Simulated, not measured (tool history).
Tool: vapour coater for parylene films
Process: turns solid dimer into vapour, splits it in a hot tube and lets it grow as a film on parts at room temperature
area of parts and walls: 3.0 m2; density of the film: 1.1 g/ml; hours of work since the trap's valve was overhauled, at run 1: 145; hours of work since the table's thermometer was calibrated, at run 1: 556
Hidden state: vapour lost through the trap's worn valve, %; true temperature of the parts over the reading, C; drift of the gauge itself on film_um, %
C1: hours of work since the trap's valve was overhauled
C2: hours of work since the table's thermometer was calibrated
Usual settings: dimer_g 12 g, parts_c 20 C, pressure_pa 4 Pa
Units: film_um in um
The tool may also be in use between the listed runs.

run 1 hour=0 | dimer_g=12 parts_c=20 pressure_pa=4 | C1=145 C2=556 | film_um=2.41
run 2 hour=19 | dimer_g=5 parts_c=20 pressure_pa=4 | C1=156 C2=566 | film_um=1
run 3 hour=43.7 | dimer_g=12 parts_c=20 pressure_pa=4 | C1=169 C2=579 | film_um=2.36
run 4 hour=67.7 | dimer_g=12 parts_c=20 pressure_pa=4 | C1=182 C2=592 | film_um=2.41
run 5 hour=79.8 | dimer_g=12 parts_c=20 pressure_pa=2.87 | C1=188 C2=599 | film_um=2.56
run 6 hour=104.8 | dimer_g=12 parts_c=20 pressure_pa=2.87 | C1=202 C2=612 | film_um=2.53
run 7 hour=130.2 | dimer_g=12 parts_c=20 pressure_pa=2.87 | C1=216 C2=626 | film_um=2.53
run 8 hour=156.8 | dimer_g=12 parts_c=20 pressure_pa=2.87 | C1=230 C2=640 | film_um=2.54
run 9 hour=176.8 | dimer_g=12 parts_c=20 pressure_pa=2.87 | C1=241 C2=651 | film_um=2.43
run 10 hour=197.3 | dimer_g=14 parts_c=20 pressure_pa=2.87 | C1=252 C2=662 | film_um=2.86
-- hour=224.1 trap's valve overhauled
run 11 hour=228.7 | dimer_g=14 parts_c=26 pressure_pa=2.87 | C1=2 C2=677 | film_um=2.66
run 12 hour=254.1 | dimer_g=14 parts_c=26 pressure_pa=2.87 | C1=16 C2=690 | film_um=2.66
run 13 hour=281.3 | dimer_g=14 parts_c=26 pressure_pa=2.87 | C1=31 C2=705 | film_um=2.63
run 14 hour=298.3 | dimer_g=11 parts_c=20 pressure_pa=4 | C1=40 C2=714 | film_um=2.41
run 15 hour=312.3 | dimer_g=12 parts_c=20 pressure_pa=4 | C1=47 C2=722 | film_um=2.58
run 16 hour=326.8 | dimer_g=6 parts_c=22 pressure_pa=4.38 | C1=55 C2=729 | film_um=1.17
run 17 hour=339.8 | dimer_g=6 parts_c=13 pressure_pa=6.62 | C1=62 C2=736 | film_um=1.49
run 18 hour=358.2 | dimer_g=6 parts_c=29 pressure_pa=11.67 | C1=72 C2=746 | film_um=0.67
run 19 hour=376.2 | dimer_g=8 parts_c=29 pressure_pa=3.06 | C1=82 C2=756 | film_um=1.26
run 20 hour=394.1 | dimer_g=12 parts_c=29 pressure_pa=4.6 | C1=92 C2=766 | film_um=1.73
run 21 hour=409.3 | dimer_g=8 parts_c=20 pressure_pa=2.18 | C1=100 C2=774 | film_um=1.95
run 22 hour=426.2 | dimer_g=8 parts_c=20 pressure_pa=2.18 | C1=109 C2=783 | film_um=1.94
run 23 hour=438.6 | dimer_g=12 parts_c=20 pressure_pa=3.52 | C1=115 C2=790 | film_um=2.56
run 24 hour=460.5 | dimer_g=12 parts_c=20 pressure_pa=3.52 | C1=127 C2=801 | film_um=2.57
run 25 hour=476.1 | dimer_g=18 parts_c=19 pressure_pa=3.49 | C1=136 C2=810 | film_um=4.03
run 26 hour=498.6 | dimer_g=12 parts_c=17 pressure_pa=4 | C1=148 C2=822 | film_um=2.79
run 27 hour=525.6 | dimer_g=9 parts_c=20 pressure_pa=2.54 | C1=162 C2=836 | film_um=2.06
run 28 hour=540 | dimer_g=9 parts_c=20 pressure_pa=2.54 | C1=170 C2=844 | film_um=2.03
run 29 hour=562.6 | dimer_g=9 parts_c=20 pressure_pa=2.54 | C1=182 C2=856 | film_um=2.01

3 ways to go on from here, each from the tool as it stands after run 29. What would each give?
run A hour=579.5 | dimer_g=12 parts_c=14 pressure_pa=4 | C1=191 C2=865 | film_um=?
run B hour=579.5 | dimer_g=12 parts_c=19 pressure_pa=3.06 | C1=191 C2=865 | film_um=?
run C hour=579.5 | dimer_g=5 parts_c=18 pressure_pa=2.54 | C1=191 C2=865 | film_um=?

run=A film_um=3.04
run=B film_um=2.67
run=C film_um=1.19
Without the tool's hidden state the same runs would have given:
run=A film_um=3.29
run=B film_um=2.88
run=C film_um=1.29
